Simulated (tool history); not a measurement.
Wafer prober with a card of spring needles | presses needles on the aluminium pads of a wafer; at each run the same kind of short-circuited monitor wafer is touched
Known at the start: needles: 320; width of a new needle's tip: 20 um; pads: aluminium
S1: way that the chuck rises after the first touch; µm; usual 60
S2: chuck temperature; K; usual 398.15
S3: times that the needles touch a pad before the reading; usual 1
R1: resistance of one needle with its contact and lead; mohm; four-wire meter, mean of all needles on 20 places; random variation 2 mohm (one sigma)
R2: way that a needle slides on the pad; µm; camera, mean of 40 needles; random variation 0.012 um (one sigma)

run 1 hour=0 | S1=60 S2=398.15 S3=1 | R1=234 R2=7.27
-- hour=7.3 tips cleaned on abrasive film
-- hour=17 tips cleaned on abrasive film
-- hour=26.7 tips cleaned on abrasive film
-- hour=38.8 tips cleaned on abrasive film
-- hour=48.5 tips cleaned on abrasive film
-- hour=58.2 tips cleaned on abrasive film
run 2 hour=59 | S1=60 S2=398.15 S3=1 | R1=224 R2=7.17
-- hour=68.7 tips cleaned on abrasive film
-- hour=78.4 tips cleaned on abrasive film
-- hour=88.1 tips cleaned on abrasive film
-- hour=100.2 tips cleaned on abrasive film
-- hour=109.9 tips cleaned on abrasive film
run 3 hour=111.4 | S1=60 S2=398.15 S3=1 | R1=229 R2=7.13
-- hour=121.1 tips cleaned on abrasive film
-- hour=130.8 tips cleaned on abrasive film
-- hour=142.9 tips cleaned on abrasive film
-- hour=152.6 tips cleaned on abrasive film
-- hour=162.3 tips cleaned on abrasive film
-- hour=165 height of the first contact set anew
run 4 hour=168.3 | S1=60 S2=398.15 S3=1 | R1=241 R2=7.29
-- hour=173.2 tips cleaned on abrasive film
-- hour=182.9 tips cleaned on abrasive film
-- hour=192.6 tips cleaned on abrasive film
-- hour=202.3 tips cleaned on abrasive film
-- hour=212 tips cleaned on abrasive film
-- hour=221.7 tips cleaned on abrasive film
-- hour=233.8 tips cleaned on abrasive film
run 5 hour=238.9 | S1=60 S2=398.15 S3=1 | R1=248 R2=7.2
-- hour=243.8 tips cleaned on abrasive film
-- hour=253.5 tips cleaned on abrasive film
-- hour=263.1 tips cleaned on abrasive film
-- hour=272.8 tips cleaned on abrasive film
-- hour=284.9 tips cleaned on abrasive film
-- hour=294.6 tips cleaned on abrasive film
run 6 hour=303.8 | S1=60 S2=398.15 S3=1 | R1=254 R2=7.13
-- hour=306.3 tips cleaned on abrasive film
-- hour=316 tips cleaned on abrasive film
-- hour=328.1 tips cleaned on abrasive film
-- hour=330.6 tips cleaned on abrasive film, once more
-- hour=340.3 tips cleaned on abrasive film
-- hour=350 tips cleaned on abrasive film
-- hour=362.1 tips cleaned on abrasive film
-- hour=367.2 height of the first contact set anew
run 7 hour=371.3 | S1=60 S2=374.15 S3=1 | R1=246 R2=7.29
-- hour=373.8 tips cleaned on abrasive film
-- hour=383.5 tips cleaned on abrasive film
-- hour=395.6 tips cleaned on abrasive film
-- hour=407.6 tips cleaned on abrasive film
-- hour=417.3 tips cleaned on abrasive film
-- hour=429.4 tips cleaned on abrasive film
-- hour=441.5 tips cleaned on abrasive film
run 8 hour=441.7 | S1=60 S2=347.15 S3=1 | R1=209 R2=7.22
-- hour=451.4 tips cleaned on abrasive film
-- hour=461.1 tips cleaned on abrasive film
-- hour=470.8 tips cleaned on abrasive film
-- hour=482.8 tips cleaned on abrasive film
run 9 hour=490.4 | S1=60 S2=347.15 S3=1 | R1=243 R2=7.16
-- hour=492.9 tips cleaned on abrasive film
-- hour=505 tips cleaned on abrasive film
-- hour=514.7 tips cleaned on abrasive film
-- hour=526.8 tips cleaned on abrasive film
-- hour=538.9 tips cleaned on abrasive film
-- hour=548.6 tips cleaned on abrasive film
run 10 hour=557.5 | S1=60 S2=398.15 S3=1 | R1=255 R2=7.09
-- hour=560 tips cleaned on abrasive film
-- hour=569.9 height of the first contact set anew
-- hour=572.4 tips cleaned on abrasive film
-- hour=584.5 tips cleaned on abrasive film
-- hour=596.6 tips cleaned on abrasive film
-- hour=606.3 tips cleaned on abrasive film
-- hour=618.4 tips cleaned on abrasive film
run 11 hour=622.3 | S1=60 S2=398.15 S3=1 | R1=245 R2=7.22
-- hour=629.6 tips cleaned on abrasive film
-- hour=639.3 tips cleaned on abrasive film
-- hour=651.4 tips cleaned on abrasive film
-- hour=663.5 tips cleaned on abrasive film
run 12 hour=666.2 | S1=60 S2=398.15 S3=1 | R1=238 R2=7.2
-- hour=673.5 tips cleaned on abrasive film
-- hour=683.2 tips cleaned on abrasive film
-- hour=695.3 tips cleaned on abrasive film
-- hour=705 tips cleaned on abrasive film
run 13 hour=710.2 | S1=61 S2=369.15 S3=2 | R1=229 R2=7.26
-- hour=715.1 tips cleaned on abrasive film
-- hour=724.8 tips cleaned on abrasive film
-- hour=736.8 tips cleaned on abrasive film
-- hour=746.5 tips cleaned on abrasive film
run 14 hour=750.9 | S1=59 S2=387.15 S3=1 | R1=250 R2=6.98
-- hour=758.2 tips cleaned on abrasive film
-- hour=767.9 tips cleaned on abrasive film
-- hour=773 height of the first contact set anew
-- hour=780.3 tips cleaned on abrasive film
-- hour=790 tips cleaned on abrasive film
-- hour=800.7 tips cleaned on abrasive film
run 15 hour=800.7 | S1=59 S2=387.15 S3=1 | R1=215 R2=7.13
-- hour=812.8 tips cleaned on abrasive film
-- hour=824.9 tips cleaned on abrasive film
-- hour=837 tips cleaned on abrasive film
-- hour=846.7 tips cleaned on abrasive film
-- hour=856.4 tips cleaned on abrasive film
-- hour=866.5 tips cleaned on abrasive film
run 16 hour=866.5 | S1=59 S2=387.15 S3=1 | R1=214 R2=7.08
-- hour=878.6 tips cleaned on abrasive film
-- hour=890.7 tips cleaned on abrasive film
-- hour=900.4 tips cleaned on abrasive film
-- hour=910.1 tips cleaned on abrasive film
-- hour=922.2 tips cleaned on abrasive film
run 17 hour=928.3 | S1=70 S2=382.15 S3=2 | R1=230 R2=8.36
-- hour=933.2 tips cleaned on abrasive film
-- hour=942.9 tips cleaned on abrasive film
-- hour=952.6 tips cleaned on abrasive film
-- hour=964.7 tips cleaned on abrasive film
-- hour=974.6 height of the first contact set anew
-- hour=977.1 tips cleaned on abrasive film
-- hour=988.9 tips cleaned on abrasive film
run 18 hour=988.9 | S1=68 S2=303.15 S3=2 | R1=196 R2=8.24
-- hour=998.6 tips cleaned on abrasive film
-- hour=1010.7 tips cleaned on abrasive film
-- hour=1022.8 tips cleaned on abrasive film
-- hour=1032.5 tips cleaned on abrasive film
-- hour=1042.2 tips cleaned on abrasive film
-- hour=1051.9 tips cleaned on abrasive film
run 19 hour=1060.1 | S1=78 S2=303.15 S3=1 | R1=224 R2=9.39
-- hour=1062.6 tips cleaned on abrasive film
-- hour=1074.7 tips cleaned on abrasive film
-- hour=1084.4 tips cleaned on abrasive film
-- hour=1094.1 tips cleaned on abrasive film
-- hour=1106.2 tips cleaned on abrasive film
-- hour=1116.7 tips cleaned on abrasive film
run 20 hour=1116.7 | S1=78 S2=303.15 S3=1 | R1=194 R2=9.31
-- hour=1126.4 tips cleaned on abrasive film
-- hour=1138.5 tips cleaned on abrasive film
-- hour=1150.6 tips cleaned on abrasive film
-- hour=1160.3 tips cleaned on abrasive film
-- hour=1169.9 tips cleaned on abrasive film
-- hour=1177.4 height of the first contact set anew
-- hour=1179.9 tips cleaned on abrasive film
run 21 hour=1180.4 | S1=43 S2=330.15 S3=2 | R1=218 R2=5.2
-- hour=1190.1 tips cleaned on abrasive film
-- hour=1199.8 tips cleaned on abrasive film
-- hour=1209.5 tips cleaned on abrasive film
-- hour=1221.6 tips cleaned on abrasive film
-- hour=1233.7 tips cleaned on abrasive film
-- hour=1245.8 tips cleaned on abrasive film
run 22 hour=1253.7 | S1=47 S2=301.15 S3=2 | R1=243 R2=5.65
-- hour=1256.2 tips cleaned on abrasive film
-- hour=1268.3 tips cleaned on abrasive film
-- hour=1280.4 tips cleaned on abrasive film
-- hour=1290.1 tips cleaned on abrasive film
-- hour=1302.2 tips cleaned on abrasive film
-- hour=1311.8 tips cleaned on abrasive film
-- hour=1321.5 tips cleaned on abrasive film
run 23 hour=1330.3 | S1=50 S2=365.15 S3=2 | R1=248 R2=5.92
-- hour=1332.8 tips cleaned on abrasive film
-- hour=1342.4 tips cleaned on abrasive film
-- hour=1354.5 tips cleaned on abrasive film
-- hour=1366.6 tips cleaned on abrasive film
run 24 hour=1367.4 | S1=50 S2=365.15 S3=1 | R1=229 R2=5.86

Forecast each of these 3 alternatives for the next run:
-- hour=1377.1 tips cleaned on abrasive film
-- hour=1379.8 height of the first contact set anew
-- hour=1387.1 tips cleaned on abrasive film
-- hour=1396.8 tips cleaned on abrasive film
-- hour=1408.8 tips cleaned on abrasive film
-- hour=1419.1 tips cleaned on abrasive film
run A hour=1419.1 | S1=60 S2=328.15 S3=1 | R1=? R2=?
-- hour=1377.1 tips cleaned on abrasive film
-- hour=1379.8 height of the first contact set anew
-- hour=1387.1 tips cleaned on abrasive film
-- hour=1396.8 tips cleaned on abrasive film
-- hour=1408.8 tips cleaned on abrasive film
-- hour=1419.1 tips cleaned on abrasive film
run B hour=1419.1 | S1=57 S2=322.15 S3=1 | R1=? R2=?
-- hour=1377.1 tips cleaned on abrasive film
-- hour=1379.8 height of the first contact set anew
-- hour=1387.1 tips cleaned on abrasive film
-- hour=1396.8 tips cleaned on abrasive film
-- hour=1408.8 tips cleaned on abrasive film
-- hour=1419.1 tips cleaned on abrasive film
run C hour=1419.1 | S1=60 S2=338.15 S3=1 | R1=? R2=?

run=A R1=204 R2=7.24
run=B R1=206 R2=6.89
run=C R1=207 R2=7.26
Without the tool's hidden state the same runs would have given:
run=A R1=197 R2=7.29
run=B R1=198 R2=6.93
run=C R1=200 R2=7.31
